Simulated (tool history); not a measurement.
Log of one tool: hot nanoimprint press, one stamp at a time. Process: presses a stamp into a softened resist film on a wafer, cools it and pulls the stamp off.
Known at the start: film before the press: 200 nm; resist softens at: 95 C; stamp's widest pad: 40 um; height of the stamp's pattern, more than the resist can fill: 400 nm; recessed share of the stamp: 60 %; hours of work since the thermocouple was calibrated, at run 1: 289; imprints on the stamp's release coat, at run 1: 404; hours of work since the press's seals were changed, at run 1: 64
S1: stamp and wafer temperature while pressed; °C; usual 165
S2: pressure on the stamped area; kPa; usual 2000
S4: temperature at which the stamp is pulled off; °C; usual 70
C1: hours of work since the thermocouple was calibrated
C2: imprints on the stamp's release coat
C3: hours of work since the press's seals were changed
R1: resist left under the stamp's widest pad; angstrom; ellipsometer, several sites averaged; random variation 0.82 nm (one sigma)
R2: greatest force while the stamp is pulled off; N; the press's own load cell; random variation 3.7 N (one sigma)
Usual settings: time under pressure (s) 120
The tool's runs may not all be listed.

Run 1, hour 0: usual settings; C1 289; C2 404; C3 64. Result: R1 1128 angstrom, R2 195 N.
Run 2, hour 10.1: usual settings but S1 170 °C; C1 296; C2 447; C3 71. Result: R1 912 angstrom, R2 202 N.
Run 3, hour 28.3: usual settings but S1 170 °C; C1 308; C2 523; C3 83. Result: R1 921 angstrom, R2 212 N.
Run 4, hour 49: usual settings; C1 322; C2 610; C3 97. Result: R1 1134 angstrom, R2 207 N.
Run 5, hour 69.7: usual settings but time under pressure (s) 92; C1 335; C2 697; C3 111. Result: R1 1216 angstrom, R2 209 N.
Run 6, hour 83.8: usual settings but time under pressure (s) 92; C1 345; C2 756; C3 120. Result: R1 1240 angstrom, R2 214 N.
Run 7, hour 102.1: usual settings but time under pressure (s) 92; C1 357; C2 833; C3 132. Result: R1 1250 angstrom, R2 217 N.
Run 8, hour 118.4: usual settings but time under pressure (s) 92; C1 368; C2 902; C3 143. Result: R1 1238 angstrom, R2 216 N.
Run 9, hour 136.5: usual settings but time under pressure (s) 92; C1 380; C2 978; C3 155. Result: R1 1236 angstrom, R2 220 N.
Run 10, hour 150.8: usual settings but S2 1400 kPa; C1 389; C2 1038; C3 165. Result: R1 1282 angstrom, R2 225 N.
Run 11, hour 163.6: usual settings but S2 1400 kPa; C1 398; C2 1091; C3 173. Result: R1 1291 angstrom, R2 231 N.
Run 12, hour 175.2: usual settings but S2 1230 kPa, time under pressure (s) 154; C1 406; C2 1140; C3 181. Result: R1 1231 angstrom, R2 227 N.
Run 13, hour 194.8: usual settings but S2 2900 kPa, time under pressure (s) 154; C1 419; C2 1222; C3 194. Result: R1 914 angstrom, R2 235 N.
Run 14, hour 211.7: usual settings but S1 155 °C, S2 1210 kPa, time under pressure (s) 139; C1 430; C2 1293; C3 205. Result: R1 1688 angstrom, R2 231 N.
Run 15, hour 220.3: usual settings but S1 155 °C, S2 1210 kPa, time under pressure (s) 139; C1 436; C2 1329; C3 211. Result: R1 1688 angstrom, R2 232 N.
Run 16, hour 238: usual settings but S1 155 °C, S4 63 °C; C1 448; C2 1404; C3 223. Result: R1 1593 angstrom, R2 280 N.
Run 17, hour 253.6: usual settings but S1 163 °C, S2 1530 kPa, S4 58 °C; C1 458; C2 1469; C3 233. Result: R1 1337 angstrom, R2 314 N.

The next listed run, before its measurement:
Run 18, hour 263.5: usual settings but S1 163 °C, S2 1530 kPa, S4 58 °C; C1 465; C2 1511; C3 240. Result: R1 ?, R2 ?.

R1: 1350 angstrom
R2: 316 N
Without the tool's hidden state the same run would have given R1 1271 angstrom, R2 231 N.
